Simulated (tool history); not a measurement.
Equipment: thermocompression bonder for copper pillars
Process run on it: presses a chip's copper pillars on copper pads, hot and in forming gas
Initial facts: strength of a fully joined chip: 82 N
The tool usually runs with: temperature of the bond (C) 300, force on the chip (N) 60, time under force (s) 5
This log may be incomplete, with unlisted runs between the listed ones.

run,day,temperature of the bond (C),force on the chip (N),time under force (s),force that shears a chip off (N)
1,0.000,300,60,5,34.0
2,0.892,300,46,5,25.7
3,1.483,300,46,5,26.1
4,2.158,300,60,5,32.9
5,2.617,300,69,5,38.3
6,3.621,300,69,5,38.1
7,4.254,300,60,5,33.2
8,5.329,300,60,5,33.5
# day 6.067: forming gas filter changed
9,6.383,303,39,7,26.5
10,7.433,300,64,3,30.6
11,7.933,300,77,3,36.6
12,8.583,288,38,3,14.1
13,9.350,308,60,8,43.7
# day 9.746: heater calibrated with a thermocouple chip
14,10.358,308,60,8,48.1
15,11.275,271,38,7,18.4
16,11.833,271,74,4,30.3

What would each run have given without the hidden state, its run-to-run variation left as it was?
The tool's hidden condition here consists of: true temperature of the bond over the reading, C; force that reaches the chip, % of what is set; oxide that the forming gas leaves, % of the face; drift of the gauge itself on shear_n, %.
run,force that shears a chip off (N)
1,39.1
2,30.0
3,30.6
4,38.4
5,44.4
6,44.5
7,39.1
8,39.6
9,30.0
10,34.8
11,41.4
12,16.7
13,49.0
14,49.3
15,19.1
16,31.3
